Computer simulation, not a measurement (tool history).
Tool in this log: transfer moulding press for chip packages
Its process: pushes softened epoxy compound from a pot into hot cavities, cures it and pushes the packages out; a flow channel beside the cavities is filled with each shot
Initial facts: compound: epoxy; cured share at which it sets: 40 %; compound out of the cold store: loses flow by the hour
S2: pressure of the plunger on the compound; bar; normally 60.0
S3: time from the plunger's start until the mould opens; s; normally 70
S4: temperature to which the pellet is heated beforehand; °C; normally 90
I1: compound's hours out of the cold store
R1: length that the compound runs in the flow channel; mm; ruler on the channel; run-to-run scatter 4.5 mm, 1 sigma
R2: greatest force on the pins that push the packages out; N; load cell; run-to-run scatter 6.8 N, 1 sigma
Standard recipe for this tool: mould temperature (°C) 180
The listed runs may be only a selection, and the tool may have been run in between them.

{"run": 1, "hour": 0.0, "mould temperature (°C)": 180, "S2": 60.0, "S3": 70, "S4": 90, "I1": 13.9, "R1": 909, "R2": 311}
{"run": 2, "hour": 10.3, "mould temperature (°C)": 180, "S2": 60.0, "S3": 70, "S4": 90, "I1": 36.8, "R1": 854, "R2": 324}
{"run": 3, "hour": 20.2, "mould temperature (°C)": 180, "S2": 60.0, "S3": 70, "S4": 90, "I1": 31.4, "R1": 863, "R2": 338}
{"run": 4, "hour": 27.9, "mould temperature (°C)": 180, "S2": 60.0, "S3": 109, "S4": 90, "I1": 39.1, "R1": 852, "R2": 258}
{"run": 5, "hour": 33.4, "mould temperature (°C)": 180, "S2": 73.8, "S3": 109, "S4": 90, "I1": 12.7, "R1": 1005, "R2": 271}
{"run": 6, "hour": 39.6, "mould temperature (°C)": 180, "S2": 73.8, "S3": 109, "S4": 90, "I1": 47.0, "R1": 934, "R2": 270}
{"run": 7, "hour": 44.3, "mould temperature (°C)": 180, "S2": 60.0, "S3": 70, "S4": 84, "I1": 32.6, "R1": 868, "R2": 355}
{"run": 8, "hour": 54.4, "mould temperature (°C)": 180, "S2": 60.0, "S3": 70, "S4": 84, "I1": 44.9, "R1": 845, "R2": 381}
{"run": 9, "hour": 60.9, "mould temperature (°C)": 182, "S2": 60.0, "S3": 70, "S4": 90, "I1": 32.2, "R1": 857, "R2": 350}
{"hour": 65.9, "done": "cavities cleaned with cleaning compound and waxed"}
{"run": 10, "hour": 67.1, "mould temperature (°C)": 180, "S2": 60.0, "S3": 70, "S4": 90, "I1": 12.3, "R1": 905, "R2": 445}
{"run": 11, "hour": 77.7, "mould temperature (°C)": 180, "S2": 60.0, "S3": 70, "S4": 90, "I1": 18.1, "R1": 897, "R2": 431}
{"run": 12, "hour": 86.8, "mould temperature (°C)": 180, "S2": 60.0, "S3": 80, "S4": 90, "I1": 19.9, "R1": 893, "R2": 348}
{"run": 13, "hour": 93.0, "mould temperature (°C)": 180, "S2": 60.0, "S3": 80, "S4": 90, "I1": 40.2, "R1": 851, "R2": 326}
{"run": 14, "hour": 102.9, "mould temperature (°C)": 180, "S2": 60.0, "S3": 80, "S4": 90, "I1": 39.1, "R1": 842, "R2": 349}
{"hour": 108.4, "done": "cavities cleaned with cleaning compound and waxed, once more"}
{"run": 15, "hour": 114.3, "mould temperature (°C)": 180, "S2": 60.0, "S3": 80, "S4": 90, "I1": 44.5, "R1": 830, "R2": 216}
{"run": 16, "hour": 119.7, "mould temperature (°C)": 187, "S2": 54.2, "S3": 91, "S4": 81, "I1": 11.2, "R1": 833, "R2": 223}
{"run": 17, "hour": 126.5, "mould temperature (°C)": 187, "S2": 70.5, "S3": 50, "S4": 81, "I1": 9.6, "R1": 955, "R2": 623}
{"run": 18, "hour": 134.7, "mould temperature (°C)": 187, "S2": 70.5, "S3": 58, "S4": 88, "I1": 30.5, "R1": 915, "R2": 353}
{"run": 19, "hour": 143.0, "mould temperature (°C)": 185, "S2": 64.8, "S3": 78, "S4": 90, "I1": 42.6, "R1": 853, "R2": 265}
{"run": 20, "hour": 153.2, "mould temperature (°C)": 185, "S2": 64.8, "S3": 78, "S4": 90, "I1": 37.3, "R1": 862, "R2": 280}
{"run": 21, "hour": 164.5, "mould temperature (°C)": 182, "S2": 56.8, "S3": 53, "S4": 99, "I1": 26.4, "R1": 839, "R2": 642}
{"run": 22, "hour": 173.8, "mould temperature (°C)": 182, "S2": 56.8, "S3": 53, "S4": 99, "I1": 41.0, "R1": 808, "R2": 638}
{"hour": 186.5, "done": "cavities cleaned with cleaning compound and waxed"}
{"run": 23, "hour": 186.5, "mould temperature (°C)": 173, "S2": 56.8, "S3": 53, "S4": 85, "I1": 27.6, "R1": 861, "R2": 821}
{"run": 24, "hour": 191.7, "mould temperature (°C)": 173, "S2": 48.4, "S3": 83, "S4": 95, "I1": 9.3, "R1": 822, "R2": 292}
{"run": 25, "hour": 196.6, "mould temperature (°C)": 180, "S2": 60.0, "S3": 53, "S4": 90, "I1": 36.5, "R1": 846, "R2": 618}
{"run": 26, "hour": 201.4, "mould temperature (°C)": 180, "S2": 60.0, "S3": 110, "S4": 96, "I1": 48.0, "R1": 819, "R2": 230}
{"run": 27, "hour": 207.0, "mould temperature (°C)": 180, "S2": 60.0, "S3": 70, "S4": 90, "I1": 25.9, "R1": 873, "R2": 334}
{"run": 28, "hour": 215.2, "mould temperature (°C)": 180, "S2": 60.0, "S3": 70, "S4": 90, "I1": 17.0, "R1": 883, "R2": 332}
{"run": 29, "hour": 224.8, "mould temperature (°C)": 180, "S2": 60.0, "S3": 70, "S4": 90, "I1": 10.3, "R1": 905, "R2": 357}

Subtracting, for every run, the result it would have given without the tool's unlogged condition from the measured result gives the following. The same run-to-run variation enters both numbers; the gauge's scatter may not:
Hidden state present: true mould temperature over the reading, C; pressure that reaches the compound, % of what is set; grip of the stained cavities, % over clean ones'; drift of the gauge itself on flow_mm, %; drift of the gauge itself on push_out_n, %.
run=1 R1=-14 R2=+38
run=2 R1=-14 R2=+58
run=3 R1=-15 R2=+74
run=4 R1=-15 R2=+63
run=5 R1=-18 R2=+69
run=6 R1=-18 R2=+74
run=7 R1=-17 R2=+98
run=8 R1=-18 R2=+110
run=9 R1=-18 R2=+104
run=10 R1=-19 R2=+162
run=11 R1=-20 R2=+152
run=12 R1=-21 R2=+122
run=13 R1=-20 R2=+115
run=14 R1=-21 R2=+120
run=15 R1=-21 R2=+14
run=16 R1=-22 R2=+25
run=17 R1=-25 R2=+86
run=18 R1=-25 R2=+62
run=19 R1=-24 R2=+59
run=20 R1=-25 R2=+68
run=21 R1=-26 R2=+168
run=22 R1=-26 R2=+174
run=23 R1=-29 R2=-8
run=24 R1=-28 R2=+10
run=25 R1=-28 R2=+49
run=26 R1=-28 R2=+29
run=27 R1=-30 R2=+47
run=28 R1=-31 R2=+60
run=29 R1=-33 R2=+79
